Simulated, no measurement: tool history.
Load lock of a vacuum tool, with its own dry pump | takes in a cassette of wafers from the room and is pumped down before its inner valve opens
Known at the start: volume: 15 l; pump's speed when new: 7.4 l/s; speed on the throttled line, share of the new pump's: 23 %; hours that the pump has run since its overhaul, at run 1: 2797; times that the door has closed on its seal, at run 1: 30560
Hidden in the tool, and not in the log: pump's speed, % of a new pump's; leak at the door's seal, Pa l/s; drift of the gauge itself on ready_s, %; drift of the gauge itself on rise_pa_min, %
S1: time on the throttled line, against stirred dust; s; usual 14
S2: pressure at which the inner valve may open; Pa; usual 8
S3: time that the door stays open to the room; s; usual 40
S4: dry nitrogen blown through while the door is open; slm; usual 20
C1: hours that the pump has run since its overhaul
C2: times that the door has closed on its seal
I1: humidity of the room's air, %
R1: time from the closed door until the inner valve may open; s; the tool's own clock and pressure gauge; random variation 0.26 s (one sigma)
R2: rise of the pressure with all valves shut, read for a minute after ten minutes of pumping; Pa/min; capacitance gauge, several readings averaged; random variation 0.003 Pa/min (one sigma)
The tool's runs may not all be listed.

Run 1, hour 0: usual settings; C1 2797; C2 30560; I1 42. Result: R1 30.4 s, R2 0.172 Pa/min.
Run 2, hour 283: usual settings; C1 3080; C2 31539; I1 44. Result: R1 30.4 s, R2 0.179 Pa/min.
Run 3, hour 814.6: usual settings but S4 6 slm; C1 3611; C2 33378; I1 44.5. Result: R1 31 s, R2 0.207 Pa/min.
Run 4, hour 1287.6: usual settings but S4 6 slm; C1 4084; C2 35015; I1 45.7. Result: R1 30.7 s, R2 0.222 Pa/min.
Run 5, hour 1831.3: usual settings but S4 6 slm; C1 4628; C2 36896; I1 40. Result: R1 31 s, R2 0.227 Pa/min.
Run 6, hour 2316.5: usual settings but S4 6 slm; C1 5113; C2 38574; I1 48.7. Result: R1 30.8 s, R2 0.252 Pa/min.
Run 7, hour 2636.3: usual settings but S1 8 s, S4 6 slm; C1 5433; C2 39681; I1 47.5. Result: R1 26.4 s, R2 0.257 Pa/min.
Run 8, hour 2874.9: usual settings but S1 8 s, S4 6 slm; C1 5672; C2 40506; I1 43.6. Result: R1 26.7 s, R2 0.264 Pa/min.
Run 9, hour 3269.2: usual settings but S1 8 s, S4 6 slm; C1 6066; C2 41871; I1 41.2. Result: R1 26.6 s, R2 0.267 Pa/min.
Run 10, hour 3657.2: usual settings but S1 8 s, S4 6 slm; C1 6454; C2 43213; I1 47.3. Result: R1 26.5 s, R2 0.282 Pa/min.
Run 11, hour 4032: usual settings but S1 8 s, S4 6 slm; C1 6829; C2 44510; I1 43.8. Result: R1 26.5 s, R2 0.3 Pa/min.
Run 12, hour 4379.9: usual settings; C1 7177; C2 45713; I1 49.2. Result: R1 31.7 s, R2 0.296 Pa/min.
Run 13, hour 4776.4: usual settings; C1 7573; C2 47085; I1 47. Result: R1 31.3 s, R2 0.309 Pa/min.
Run 14, hour 5090.8: usual settings; C1 7887; C2 48173; I1 46.7. Result: R1 31.3 s, R2 0.323 Pa/min.
Run 15, hour 5406.6: usual settings but S3 213 s; C1 8203; C2 49265; I1 44.5. Result: R1 31.5 s, R2 0.377 Pa/min.
Run 16, hour 5902.7: usual settings but S3 213 s; C1 8699; C2 50982; I1 43.9. Result: R1 31.2 s, R2 0.398 Pa/min.
Run 17, hour 6276.9: usual settings but S3 213 s, S4 8 slm; C1 9074; C2 52276; I1 46.9. Result: R1 32 s, R2 0.441 Pa/min.
Run 18, hour 6711.2: usual settings but S3 213 s, S4 8 slm; C1 9508; C2 53779; I1 44. Result: R1 31.7 s, R2 0.448 Pa/min.
At hour 6737.6: door's seal changed, seat wiped.
Run 19, hour 7136.4: usual settings but S3 98 s, S4 8 slm; C1 9932; C2 1380; I1 45.2. Result: R1 31.9 s, R2 0.083 Pa/min.
Run 20, hour 7595.5: usual settings but S3 98 s, S4 8 slm; C1 10391; C2 2968; I1 46.4. Result: R1 32.3 s, R2 0.087 Pa/min.
Run 21, hour 8065.6: usual settings but S1 22 s, S2 12 Pa, S3 64 s, S4 32 slm; C1 10861; C2 4595; I1 45.8. Result: R1 36.9 s, R2 0.056 Pa/min.
Run 22, hour 8482: usual settings but S1 10 s, S4 35 slm; C1 11277; C2 6035; I1 50.2. Result: R1 29.2 s, R2 0.053 Pa/min.
Run 23, hour 8869.4: usual settings but S1 12 s, S2 10 Pa, S3 180 s, S4 35 slm; C1 11665; C2 7376; I1 47.1. Result: R1 30.2 s, R2 0.082 Pa/min.
Run 24, hour 9355.8: usual settings but S1 12 s, S2 7 Pa, S3 180 s, S4 35 slm; C1 12151; C2 9058; I1 43.4. Result: R1 29.9 s, R2 0.078 Pa/min.
Run 25, hour 9618.4: usual settings but S1 16 s, S2 13 Pa, S3 180 s, S4 35 slm; C1 12414; C2 9967; I1 50.3. Result: R1 32.3 s, R2 0.101 Pa/min.
Run 26, hour 10141.4: usual settings but S1 7 s, S3 144 s; C1 12937; C2 11777; I1 43.2. Result: R1 26.5 s, R2 0.095 Pa/min.
Run 27, hour 10541.8: usual settings but S1 7 s, S3 144 s; C1 13337; C2 13162; I1 42.4. Result: R1 26.8 s, R2 0.112 Pa/min.
Run 28, hour 11034.1: usual settings; C1 13829; C2 14865; I1 43.8. Result: R1 31.9 s, R2 0.084 Pa/min.
Run 29, hour 11335.9: usual settings but S1 7 s, S2 6 Pa, S3 173 s, S4 34 slm; C1 14131; C2 15909; I1 45.1. Result: R1 27.9 s, R2 0.115 Pa/min.
Run 30, hour 11882: usual settings but S1 7 s, S2 7 Pa, S3 173 s, S4 34 slm; C1 14677; C2 17798; I1 41.7. Result: R1 27.7 s, R2 0.115 Pa/min.
Run 31, hour 12321: usual settings but S1 18 s, S2 13 Pa, S3 173 s, S4 34 slm; C1 15116; C2 19317; I1 44.1. Result: R1 34.1 s, R2 0.123 Pa/min.
Run 32, hour 12613.4: usual settings but S1 13 s, S2 6 Pa; C1 15409; C2 20329; I1 46. Result: R1 32.3 s, R2 0.11 Pa/min.
Run 33, hour 12882.4: usual settings but S1 13 s, S2 6 Pa, S3 35 s, S4 29 slm; C1 15678; C2 21260; I1 41.9. Result: R1 32.7 s, R2 0.1 Pa/min.
Run 34, hour 13257.4: usual settings but S1 13 s, S2 10 Pa, S3 98 s, S4 43 slm; C1 16053; C2 22557; I1 47.2. Result: R1 31.2 s, R2 0.123 Pa/min.
Run 35, hour 13734.7: usual settings but S4 5 slm; C1 16530; C2 24208; I1 48.2. Result: R1 32.9 s, R2 0.15 Pa/min.
Run 36, hour 14113.7: usual settings but S4 5 slm; C1 16909; C2 25519; I1 47.3. Result: R1 32.9 s, R2 0.154 Pa/min.
Run 37, hour 14508: usual settings but S4 5 slm; C1 17303; C2 26884; I1 44.5. Result: R1 33.2 s, R2 0.165 Pa/min.

4 ways to go on from here, each from the tool as it stands after run 37. What would each give?
Run A, hour 14827.4: usual settings but S3 116 s; C1 17623; C2 27989; I1 46.4. Result: R1 ?, R2 ?.
Run B, hour 14827.4: usual settings but S4 42 slm; C1 17623; C2 27989; I1 48.4. Result: R1 ?, R2 ?.
Run C, hour 14827.4: usual settings but S1 12 s, S4 5 slm; C1 17623; C2 27989; I1 44.4. Result: R1 ?, R2 ?.
Run D, hour 14827.4: usual settings but S1 9 s, S3 67 s, S4 7 slm; C1 17623; C2 27989; I1 41.9. Result: R1 ?, R2 ?.

run    R1     R2
  A  32.6  0.181
  B  32.9  0.141
  C  31.5  0.165
  D  29.3  0.178
Without the tool's hidden state the same runs would have given:
run    R1     R2
  A    30  0.067
  B  30.3  0.027
  C  28.7  0.051
  D  26.5  0.062
